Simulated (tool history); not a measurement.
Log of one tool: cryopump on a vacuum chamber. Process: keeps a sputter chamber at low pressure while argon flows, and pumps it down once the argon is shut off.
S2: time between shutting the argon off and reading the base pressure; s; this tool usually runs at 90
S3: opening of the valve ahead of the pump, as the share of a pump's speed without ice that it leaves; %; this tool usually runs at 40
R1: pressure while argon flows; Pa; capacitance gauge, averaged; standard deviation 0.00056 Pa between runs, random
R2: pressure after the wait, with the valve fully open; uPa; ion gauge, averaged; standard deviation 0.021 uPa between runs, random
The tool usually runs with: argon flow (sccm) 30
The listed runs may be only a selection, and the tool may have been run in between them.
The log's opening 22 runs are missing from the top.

Run 23, day 15.092: usual settings but S3 28 %. Result: R1 0.0929 Pa, R2 0.74 uPa.
Run 24, day 15.592: usual settings but S3 28 %. Result: R1 0.0923 Pa, R2 0.72 uPa.
Run 25, day 16.288: usual settings but S2 132 s, S3 18 %. Result: R1 0.1393 Pa, R2 0.65 uPa.
Run 26, day 16.846: usual settings but S2 132 s, S3 18 %. Result: R1 0.1415 Pa, R2 0.61 uPa.
Run 27, day 17.458: usual settings but S2 132 s, S3 18 %. Result: R1 0.1415 Pa, R2 0.63 uPa.
Run 28, day 17.954: usual settings but argon flow (sccm) 22. Result: R1 0.0492 Pa, R2 0.75 uPa.
Run 29, day 18.817: usual settings but argon flow (sccm) 41, S3 15 %. Result: R1 0.2312 Pa, R2 0.79 uPa.
Run 30, day 19.254: usual settings but S3 30 %. Result: R1 0.0874 Pa, R2 0.77 uPa.
Run 31, day 19.725: usual settings but argon flow (sccm) 20, S2 44 s. Result: R1 0.0439 Pa, R2 1.04 uPa.
Run 32, day 20.217: usual settings but argon flow (sccm) 26, S2 24 s. Result: R1 0.0581 Pa, R2 1.53 uPa.
Run 33, day 20.617: usual settings but argon flow (sccm) 15, S2 151 s, S3 28 %. Result: R1 0.0465 Pa, R2 0.64 uPa.
Run 34, day 21.2: usual settings but argon flow (sccm) 15, S2 151 s, S3 28 %. Result: R1 0.047 Pa, R2 0.65 uPa.

Predict each of these 3 candidate next runs independently; none follows another, all start after run 34:
Run A, day 21.862: usual settings but argon flow (sccm) 43. Result: R1 ?, R2 ?.
Run B, day 21.862: usual settings but argon flow (sccm) 32, S2 154 s, S3 17 %. Result: R1 ?, R2 ?.
Run C, day 21.862: usual settings but argon flow (sccm) 15, S2 151 s, S3 35 %. Result: R1 ?, R2 ?.

run      R1    R2
  A  0.0964  0.75
  B  0.1595  0.63
  C  0.0376  0.61
Stripped of hidden state, with their random variation kept, the same runs would have yielded:
run      R1    R2
  A  0.0878  0.43
  B  0.1531  0.32
  C  0.0346  0.29
